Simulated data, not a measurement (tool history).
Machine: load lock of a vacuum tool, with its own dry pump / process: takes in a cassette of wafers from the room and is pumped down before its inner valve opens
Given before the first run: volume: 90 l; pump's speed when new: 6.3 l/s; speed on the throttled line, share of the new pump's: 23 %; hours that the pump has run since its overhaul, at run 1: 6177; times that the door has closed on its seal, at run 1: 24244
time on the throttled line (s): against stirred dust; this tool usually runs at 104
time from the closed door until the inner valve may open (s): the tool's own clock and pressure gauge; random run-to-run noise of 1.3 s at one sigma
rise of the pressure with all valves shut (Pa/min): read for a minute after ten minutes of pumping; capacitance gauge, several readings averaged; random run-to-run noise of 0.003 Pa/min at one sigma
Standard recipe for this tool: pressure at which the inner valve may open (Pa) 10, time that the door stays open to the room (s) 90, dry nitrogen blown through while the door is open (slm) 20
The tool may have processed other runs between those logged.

| run | day | time on the throttled line (s) | pressure at which the inner valve may open (Pa) | time that the door stays open to the room (s) | dry nitrogen blown through while the door is open (slm) | hours that the pump has run since its overhaul | times that the door has closed on its seal | incoming humidity of the room's air, % | time from the closed door until the inner valve may open (s) | rise of the pressure with all valves shut (Pa/min) |
|---|---|---|---|---|---|---|---|---|---|---|
| 1 | 0.000 | 104 | 10 | 90 | 20 | 6177 | 24244 | 45.6 | 222.1 | 0.190 |
| 2 | 6.408 | 104 | 10 | 46 | 20 | 6330 | 24745 | 43.2 | 222.9 | 0.178 |
| 3 | 12.404 | 104 | 10 | 46 | 20 | 6474 | 25214 | 47.8 | 223.8 | 0.186 |
| 4 | 19.133 | 104 | 10 | 46 | 20 | 6636 | 25741 | 48.0 | 221.3 | 0.195 |
| 5 | 23.867 | 104 | 10 | 46 | 20 | 6749 | 26111 | 46.8 | 223.4 | 0.199 |
| 6 | 30.683 | 104 | 10 | 46 | 20 | 6913 | 26645 | 42.6 | 222.6 | 0.198 |
| 7 | 38.450 | 104 | 10 | 46 | 20 | 7099 | 27252 | 45.2 | 224.6 | 0.209 |
| 8 | 46.029 | 104 | 10 | 46 | 20 | 7281 | 27845 | 44.4 | 227.1 | 0.219 |
| 9 | 52.729 | 104 | 10 | 90 | 20 | 7442 | 28370 | 44.4 | 225.1 | 0.227 |
| 10 | 58.458 | 104 | 10 | 90 | 20 | 7580 | 28818 | 43.9 | 225.7 | 0.237 |
| 11 | 61.750 | 104 | 10 | 74 | 20 | 7659 | 29076 | 48.1 | 225.4 | 0.238 |
| 12 | 66.796 | 104 | 10 | 74 | 20 | 7780 | 29471 | 45.2 | 225.0 | 0.242 |
| 13 | 72.521 | 104 | 10 | 74 | 20 | 7917 | 29919 | 44.6 | 224.6 | 0.250 |
| 14 | 79.833 | 104 | 10 | 90 | 28 | 8093 | 30491 | 45.5 | 223.3 | 0.247 |
| 15 | 84.121 | 104 | 10 | 90 | 28 | 8195 | 30826 | 45.2 | 228.0 | 0.247 |
| 16 | 90.388 | 104 | 10 | 90 | 28 | 8346 | 31317 | 41.5 | 227.0 | 0.256 |
| 17 | 94.662 | 104 | 10 | 90 | 28 | 8448 | 31651 | 45.4 | 227.1 | 0.259 |
| 18 | 99.696 | 104 | 10 | 86 | 20 | 8569 | 32045 | 45.6 | 225.5 | 0.274 |
| 19 | 104.012 | 104 | 10 | 86 | 20 | 8673 | 32383 | 45.2 | 222.9 | 0.270 |
| 20 | 109.038 | 104 | 10 | 86 | 20 | 8794 | 32776 | 43.9 | 227.6 | 0.281 |
| 21 | 115.654 | 125 | 8 | 35 | 20 | 8952 | 33294 | 46.1 | 244.2 | 0.275 |
|  | 118.983 | door's seal changed, seat wiped |
| 22 | 123.342 | 179 | 8 | 77 | 5 | 9135 | 341 | 47.0 | 285.5 | 0.058 |
| 23 | 128.829 | 187 | 19 | 102 | 29 | 9267 | 770 | 45.6 | 277.5 | 0.033 |
| 24 | 134.750 | 53 | 12 | 74 | 5 | 9409 | 1233 | 43.7 | 188.6 | 0.053 |
| 25 | 139.283 | 87 | 12 | 63 | 11 | 9518 | 1588 | 43.7 | 209.9 | 0.042 |
| 26 | 142.629 | 104 | 13 | 90 | 38 | 9598 | 1850 | 47.7 | 224.2 | 0.036 |
| 27 | 150.508 | 104 | 20 | 33 | 20 | 9787 | 2467 | 44.3 | 217.6 | 0.025 |
| 28 | 156.383 | 53 | 20 | 140 | 20 | 9928 | 2926 | 50.5 | 176.9 | 0.058 |
| 29 | 163.625 | 104 | 11 | 129 | 20 | 10102 | 3493 | 47.1 | 226.4 | 0.058 |
| 30 | 166.912 | 104 | 9 | 90 | 8 | 10181 | 3750 | 44.3 | 230.4 | 0.059 |
| 31 | 173.604 | 127 | 10 | 189 | 20 | 10342 | 4274 | 44.7 | 244.7 | 0.061 |
| 32 | 178.796 | 175 | 11 | 29 | 34 | 10466 | 4680 | 44.5 | 280.2 | 0.032 |
| 33 | 186.471 | 104 | 7 | 90 | 34 | 10650 | 5281 | 48.5 | 235.6 | 0.042 |
| 34 | 193.162 | 108 | 14 | 90 | 20 | 10811 | 5804 | 45.2 | 225.8 | 0.052 |
| 35 | 200.371 | 108 | 11 | 106 | 19 | 10984 | 6368 | 44.6 | 231.4 | 0.062 |
| 36 | 203.708 | 104 | 10 | 109 | 37 | 11064 | 6630 | 42.9 | 232.3 | 0.051 |
| 37 | 207.617 | 104 | 10 | 109 | 37 | 11158 | 6935 | 44.9 | 233.5 | 0.054 |

How the hidden state differs across the entries between the runs, from the last listed run before each to the first after it:
Logged between run 21 and run 22: door's seal changed, seat wiped (day 118.983)
  pump's speed, % of a new pump's: 88.6 -> 88.4; leak at the door's seal, Pa l/s: 0.3769 -> 0.0042
  measured value less the no-hidden-state value, time from the closed door until the inner valve may open (s): +14.1 -> +12.7; rise of the pressure with all valves shut (Pa/min): +0.249 -> +0.002

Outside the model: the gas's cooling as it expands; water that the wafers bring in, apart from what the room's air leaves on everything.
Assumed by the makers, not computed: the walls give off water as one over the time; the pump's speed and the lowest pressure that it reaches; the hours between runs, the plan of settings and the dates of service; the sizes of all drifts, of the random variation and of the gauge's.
